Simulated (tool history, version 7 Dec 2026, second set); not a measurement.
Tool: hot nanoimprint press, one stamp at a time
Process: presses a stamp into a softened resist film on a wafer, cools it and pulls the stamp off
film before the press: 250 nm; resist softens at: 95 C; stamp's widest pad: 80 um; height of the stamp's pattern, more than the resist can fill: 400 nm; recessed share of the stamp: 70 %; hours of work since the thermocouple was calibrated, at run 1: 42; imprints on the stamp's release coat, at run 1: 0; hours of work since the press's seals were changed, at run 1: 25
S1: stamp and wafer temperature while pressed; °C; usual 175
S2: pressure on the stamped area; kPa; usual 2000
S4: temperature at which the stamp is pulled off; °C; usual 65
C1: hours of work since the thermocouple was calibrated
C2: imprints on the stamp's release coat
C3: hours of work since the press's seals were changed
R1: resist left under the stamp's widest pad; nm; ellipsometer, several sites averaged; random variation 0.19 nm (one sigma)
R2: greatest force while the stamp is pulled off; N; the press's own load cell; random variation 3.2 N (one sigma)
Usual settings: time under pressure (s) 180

{"run": 1, "hour": 0.0, "S1": 175, "S2": 2000, "time under pressure (s)": 180, "S4": 65, "C1": 42, "C2": 0, "C3": 25, "R1": 103.4, "R2": 182}
{"run": 2, "hour": 12.1, "S1": 175, "S2": 2000, "time under pressure (s)": 180, "S4": 65, "C1": 50, "C2": 48, "C3": 33, "R1": 103.5, "R2": 193}
{"run": 3, "hour": 21.4, "S1": 175, "S2": 2000, "time under pressure (s)": 180, "S4": 65, "C1": 56, "C2": 85, "C3": 39, "R1": 102.9, "R2": 187}
{"run": 4, "hour": 37.2, "S1": 175, "S2": 2000, "time under pressure (s)": 180, "S4": 65, "C1": 67, "C2": 148, "C3": 50, "R1": 103.1, "R2": 192}
{"run": 5, "hour": 56.6, "S1": 175, "S2": 2000, "time under pressure (s)": 279, "S4": 65, "C1": 79, "C2": 225, "C3": 62, "R1": 88.1, "R2": 195}
{"run": 6, "hour": 69.4, "S1": 180, "S2": 2000, "time under pressure (s)": 180, "S4": 65, "C1": 88, "C2": 277, "C3": 71, "R1": 83.2, "R2": 196}
{"run": 7, "hour": 81.6, "S1": 180, "S2": 2000, "time under pressure (s)": 180, "S4": 64, "C1": 95, "C2": 325, "C3": 78, "R1": 83.3, "R2": 198}
{"run": 8, "hour": 93.0, "S1": 175, "S2": 2000, "time under pressure (s)": 180, "S4": 65, "C1": 103, "C2": 371, "C3": 86, "R1": 102.2, "R2": 209}
{"run": 9, "hour": 102.7, "S1": 175, "S2": 2000, "time under pressure (s)": 180, "S4": 65, "C1": 109, "C2": 410, "C3": 92, "R1": 102.5, "R2": 202}
{"run": 10, "hour": 119.0, "S1": 175, "S2": 2000, "time under pressure (s)": 180, "S4": 65, "C1": 120, "C2": 475, "C3": 103, "R1": 102.2, "R2": 205}
{"run": 11, "hour": 130.9, "S1": 175, "S2": 2000, "time under pressure (s)": 180, "S4": 65, "C1": 127, "C2": 522, "C3": 110, "R1": 102.2, "R2": 207}
{"run": 12, "hour": 141.3, "S1": 175, "S2": 2000, "time under pressure (s)": 180, "S4": 65, "C1": 134, "C2": 564, "C3": 117, "R1": 101.6, "R2": 211}
{"run": 13, "hour": 150.6, "S1": 175, "S2": 2000, "time under pressure (s)": 180, "S4": 65, "C1": 140, "C2": 601, "C3": 123, "R1": 102, "R2": 211}
{"run": 14, "hour": 169.9, "S1": 175, "S2": 1340, "time under pressure (s)": 180, "S4": 65, "C1": 153, "C2": 678, "C3": 136, "R1": 126.7, "R2": 209}
{"run": 15, "hour": 181.3, "S1": 175, "S2": 1340, "time under pressure (s)": 180, "S4": 65, "C1": 160, "C2": 724, "C3": 143, "R1": 126.6, "R2": 218}
{"run": 16, "hour": 200.1, "S1": 175, "S2": 1340, "time under pressure (s)": 180, "S4": 65, "C1": 172, "C2": 799, "C3": 155, "R1": 126.9, "R2": 212}
{"hour": 204.3, "done": "plate thermocouple calibrated"}
{"run": 17, "hour": 216.0, "S1": 184, "S2": 2320, "time under pressure (s)": 180, "S4": 65, "C1": 8, "C2": 850, "C3": 164, "R1": 63.4, "R2": 224}
{"run": 18, "hour": 229.4, "S1": 184, "S2": 2120, "time under pressure (s)": 159, "S4": 54, "C1": 16, "C2": 904, "C3": 172, "R1": 70.1, "R2": 275}
{"run": 19, "hour": 243.0, "S1": 168, "S2": 2560, "time under pressure (s)": 159, "S4": 54, "C1": 25, "C2": 958, "C3": 181, "R1": 122.2, "R2": 286}
{"hour": 257.2, "done": "plate thermocouple calibrated, once more"}
{"run": 20, "hour": 261.8, "S1": 168, "S2": 2220, "time under pressure (s)": 159, "S4": 54, "C1": 3, "C2": 1021, "C3": 192, "R1": 138, "R2": 292}
{"run": 21, "hour": 274.2, "S1": 175, "S2": 2160, "time under pressure (s)": 344, "S4": 65, "C1": 11, "C2": 1071, "C3": 200, "R1": 80.3, "R2": 225}
{"run": 22, "hour": 285.2, "S1": 175, "S2": 2160, "time under pressure (s)": 344, "S4": 65, "C1": 18, "C2": 1115, "C3": 207, "R1": 80.4, "R2": 234}
{"run": 23, "hour": 298.9, "S1": 175, "S2": 2160, "time under pressure (s)": 344, "S4": 65, "C1": 27, "C2": 1169, "C3": 216, "R1": 80.4, "R2": 245}
{"run": 24, "hour": 314.4, "S1": 175, "S2": 2160, "time under pressure (s)": 333, "S4": 53, "C1": 37, "C2": 1231, "C3": 226, "R1": 81.2, "R2": 315}
{"run": 25, "hour": 324.6, "S1": 175, "S2": 2160, "time under pressure (s)": 333, "S4": 53, "C1": 44, "C2": 1272, "C3": 232, "R1": 80.8, "R2": 309}
{"run": 26, "hour": 332.9, "S1": 175, "S2": 1230, "time under pressure (s)": 251, "S4": 65, "C1": 49, "C2": 1305, "C3": 238, "R1": 122.3, "R2": 249}
{"run": 27, "hour": 343.6, "S1": 175, "S2": 1230, "time under pressure (s)": 251, "S4": 65, "C1": 56, "C2": 1348, "C3": 245, "R1": 122.5, "R2": 254}
{"run": 28, "hour": 357.9, "S1": 175, "S2": 1230, "time under pressure (s)": 251, "S4": 68, "C1": 65, "C2": 1405, "C3": 254, "R1": 121.9, "R2": 242}
{"run": 29, "hour": 371.0, "S1": 175, "S2": 1230, "time under pressure (s)": 251, "S4": 68, "C1": 74, "C2": 1457, "C3": 262, "R1": 122.1, "R2": 232}

Measured less the same run without the tool's hidden state. The same run-to-run variation is in both; the gauge's scatter may not be:
The hidden state here: true temperature over the reading, C; pressure that arrives at the usual setting, %; grip of the stamp's worn release coat, % over a new coat's; drift of the gauge itself on residual_nm, %; drift of the gauge itself on pull_off_n, %.
run=1 R1=-1.6 R2=-2
run=2 R1=-1.7 R2=+1
run=3 R1=-1.9 R2=+3
run=4 R1=-2 R2=+5
run=5 R1=-1.8 R2=+8
run=6 R1=-1.8 R2=+11
run=7 R1=-1.9 R2=+13
run=8 R1=-2.5 R2=+16
run=9 R1=-2.5 R2=+17
run=10 R1=-2.6 R2=+20
run=11 R1=-2.8 R2=+22
run=12 R1=-2.9 R2=+24
run=13 R1=-3 R2=+26
run=14 R1=-3.9 R2=+28
run=15 R1=-4 R2=+32
run=16 R1=-4.2 R2=+33
run=17 R1=-2.6 R2=+36
run=18 R1=-3 R2=+49
run=19 R1=-5.8 R2=+54
run=20 R1=+0.3 R2=+63
run=21 R1=+0.1 R2=+50
run=22 R1=+0.1 R2=+54
run=23 R1=+0 R2=+58
run=24 R1=-0.1 R2=+78
run=25 R1=-0.2 R2=+78
run=26 R1=-1 R2=+64
run=27 R1=-1.1 R2=+67
run=28 R1=-1.3 R2=+65
run=29 R1=-1.5 R2=+64
